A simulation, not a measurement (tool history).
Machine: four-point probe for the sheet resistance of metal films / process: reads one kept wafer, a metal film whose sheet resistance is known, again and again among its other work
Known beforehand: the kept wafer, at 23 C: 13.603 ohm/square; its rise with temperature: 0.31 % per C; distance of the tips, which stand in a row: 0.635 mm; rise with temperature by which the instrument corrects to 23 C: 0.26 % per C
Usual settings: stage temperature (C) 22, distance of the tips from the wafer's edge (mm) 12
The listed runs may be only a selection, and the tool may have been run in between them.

run    hour  stage temperature (C)  distance of the tips from the wafer's edge (mm)  sheet resistance as the instrument gives it (ohm/square)
  1     0.0                     22                                               12                                                 13.680761
  2    53.5                     22                                               12                                                 13.683200
  3   119.6                     22                                               12                                                 13.683566
  4   189.4                     22                                               12                                                 13.684856
  5   235.8                     22                                               12                                                 13.687219
  6   282.8                     22                                               12                                                 13.691019
  7   352.3                     22                                               12                                                 13.685696
      360.4  -- new probe head fitted
  8   401.2                     19                                               12                                                 13.558113
  9   485.1                     27                                               12                                                 13.607167
 10   568.4                     27                                               12                                                 13.604077
 11   624.6                     27                                               12                                                 13.614548
 12   711.2                     27                                               12                                                 13.609291
 13   789.1                     22                                               63                                                 13.560987
 14   854.7                     25                                               12                                                 13.604973
 15   933.9                     25                                               12                                                 13.601752
 16  1003.3                     22                                               21                                                 13.576923
     1067.4  -- stage's thermometer calibrated
 17  1090.1                     22                                               21                                                 13.555991
 18  1181.3                     22                                               26                                                 13.556343
 19  1232.6                     22                                               12                                                 13.571208
 20  1315.1                     22                                               12                                                 13.576187
 21  1407.0                     22                                               12                                                 13.573842
 22  1454.4                     30                                               12                                                 13.622440
     1463.2  -- stage's thermometer calibrated, once more
 23  1500.4                     32                                                4                                                 13.858352
 24  1560.5                     32                                                4                                                 13.859730
 25  1650.9                     22                                               13                                                 13.645899
 26  1733.6                     22                                               13                                                 13.638394
 27  1801.5                     19                                               57                                                 13.605938
 28  1863.5                     22                                                6                                                 13.704252
 29  1954.6                     22                                               19                                                 13.634840
 30  2030.4                     21                                                7                                                 13.678275
 31  2077.3                     33                                               67                                                 13.692282
 32  2154.0                     30                                               12                                                 13.694291
 33  2236.0                     30                                               12                                                 13.697991
 34  2279.2                     22                                               35                                                 13.641379
 35  2332.8                     33                                               35                                                 13.703078
 36  2414.2                     32                                                9                                                 13.732681
 37  2506.0                     28                                                5                                                 13.795586
 38  2563.5                     24                                               75                                                 13.647433
 39  2601.6                     24                                               75                                                 13.654941
 40  2677.0                     24                                               27                                                 13.660165
 41  2767.5                     30                                               45                                                 13.693793
 42  2826.5                     30                                               45                                                 13.694129
 43  2904.2                     30                                               45                                                 13.700846

Branching from run 43: 3 alternative next runs. What would each branch give?
  A  2951.0                     24                                               56                                                         ?
  B  2951.0                     29                                               29                                                         ?
  C  2951.0                     20                                               45                                                         ?

run  sheet resistance as the instrument gives it (ohm/square)
  A                                                 13.657121
  B                                                 13.691484
  C                                                 13.629209
With the hidden condition removed and each run's random variation left untouched, the same runs would have given:
run  sheet resistance as the instrument gives it (ohm/square)
  A                                                 13.605872
  B                                                 13.639919
  C                                                 13.578217
